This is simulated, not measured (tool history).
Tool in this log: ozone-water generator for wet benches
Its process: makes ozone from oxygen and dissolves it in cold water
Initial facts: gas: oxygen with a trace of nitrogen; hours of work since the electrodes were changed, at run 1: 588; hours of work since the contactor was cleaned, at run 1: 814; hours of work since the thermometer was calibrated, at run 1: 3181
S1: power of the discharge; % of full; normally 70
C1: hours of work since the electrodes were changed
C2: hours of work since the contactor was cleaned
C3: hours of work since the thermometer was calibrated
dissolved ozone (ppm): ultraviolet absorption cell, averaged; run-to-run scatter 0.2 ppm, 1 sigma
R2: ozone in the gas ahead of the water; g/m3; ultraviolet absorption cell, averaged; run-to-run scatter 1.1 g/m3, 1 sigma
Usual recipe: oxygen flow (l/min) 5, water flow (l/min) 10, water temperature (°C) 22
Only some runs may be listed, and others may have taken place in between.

run 1 hour=0 | S1=70 oxygen_flow_(l/min)=5 water_flow_(l/min)=10 water_temperature_(°C)=22 | C1=588 C2=814 C3=3181 | dissolved_ozone_(ppm)=27.7 R2=183.3
run 2 hour=48.6 | S1=70 oxygen_flow_(l/min)=5 water_flow_(l/min)=10 water_temperature_(°C)=22 | C1=630 C2=856 C3=3223 | dissolved_ozone_(ppm)=27.5 R2=184.2
run 3 hour=82.1 | S1=70 oxygen_flow_(l/min)=5 water_flow_(l/min)=10 water_temperature_(°C)=22 | C1=659 C2=886 C3=3252 | dissolved_ozone_(ppm)=27.7 R2=184.1
-- hour=120 water thermometer calibrated
run 4 hour=132.9 | S1=70 oxygen_flow_(l/min)=5 water_flow_(l/min)=10 water_temperature_(°C)=22 | C1=702 C2=929 C3=11 | dissolved_ozone_(ppm)=27.1 R2=185.4
run 5 hour=174.3 | S1=70 oxygen_flow_(l/min)=5 water_flow_(l/min)=10 water_temperature_(°C)=22 | C1=738 C2=965 C3=47 | dissolved_ozone_(ppm)=27.1 R2=181.1
run 6 hour=195.4 | S1=70 oxygen_flow_(l/min)=5.9 water_flow_(l/min)=10 water_temperature_(°C)=22 | C1=757 C2=983 C3=65 | dissolved_ozone_(ppm)=26.8 R2=171.4
run 7 hour=229.7 | S1=70 oxygen_flow_(l/min)=5 water_flow_(l/min)=10 water_temperature_(°C)=22 | C1=786 C2=1013 C3=95 | dissolved_ozone_(ppm)=27.2 R2=181.7
run 8 hour=263.6 | S1=70 oxygen_flow_(l/min)=5 water_flow_(l/min)=10 water_temperature_(°C)=22 | C1=816 C2=1042 C3=124 | dissolved_ozone_(ppm)=27.2 R2=182.7
run 9 hour=291.9 | S1=70 oxygen_flow_(l/min)=5 water_flow_(l/min)=10 water_temperature_(°C)=22 | C1=840 C2=1067 C3=149 | dissolved_ozone_(ppm)=27.1 R2=181.5
run 10 hour=323.8 | S1=69 oxygen_flow_(l/min)=5 water_flow_(l/min)=15 water_temperature_(°C)=22 | C1=868 C2=1094 C3=177 | dissolved_ozone_(ppm)=21 R2=182.1
run 11 hour=373.3 | S1=70 oxygen_flow_(l/min)=5.77 water_flow_(l/min)=10 water_temperature_(°C)=22 | C1=911 C2=1137 C3=219 | dissolved_ozone_(ppm)=26.5 R2=172
-- hour=415.7 water thermometer calibrated, once more
run 12 hour=420.4 | S1=70 oxygen_flow_(l/min)=5.77 water_flow_(l/min)=10 water_temperature_(°C)=22 | C1=951 C2=1178 C3=4 | dissolved_ozone_(ppm)=27.5 R2=171.7
run 13 hour=460.9 | S1=52 oxygen_flow_(l/min)=5.77 water_flow_(l/min)=10 water_temperature_(°C)=22 | C1=986 C2=1213 C3=39 | dissolved_ozone_(ppm)=22 R2=136.3
run 14 hour=490.7 | S1=46 oxygen_flow_(l/min)=5 water_flow_(l/min)=16 water_temperature_(°C)=22 | C1=1012 C2=1238 C3=65 | dissolved_ozone_(ppm)=15 R2=132.3

Predict each of these 3 candidate next runs independently; none follows another, all start after run 14:
run A hour=533.8 | S1=70 oxygen_flow_(l/min)=4.9 water_flow_(l/min)=10 water_temperature_(°C)=27 | C1=1049 C2=1276 C3=102 | dissolved_ozone_(ppm)=? R2=?
run B hour=533.8 | S1=70 oxygen_flow_(l/min)=4.1 water_flow_(l/min)=13 water_temperature_(°C)=28 | C1=1049 C2=1276 C3=102 | dissolved_ozone_(ppm)=? R2=?
run C hour=533.8 | S1=63 oxygen_flow_(l/min)=5 water_flow_(l/min)=10 water_temperature_(°C)=29 | C1=1049 C2=1276 C3=102 | dissolved_ozone_(ppm)=? R2=?

run=A dissolved_ozone_(ppm)=24.3 R2=181.5
run=B dissolved_ozone_(ppm)=20.7 R2=194.1
run=C dissolved_ozone_(ppm)=21.5 R2=166.3
Without the tool's hidden state the same runs would have given:
run=A dissolved_ozone_(ppm)=26 R2=191.5
run=B dissolved_ozone_(ppm)=22.1 R2=204.8
run=C dissolved_ozone_(ppm)=22.8 R2=174.6
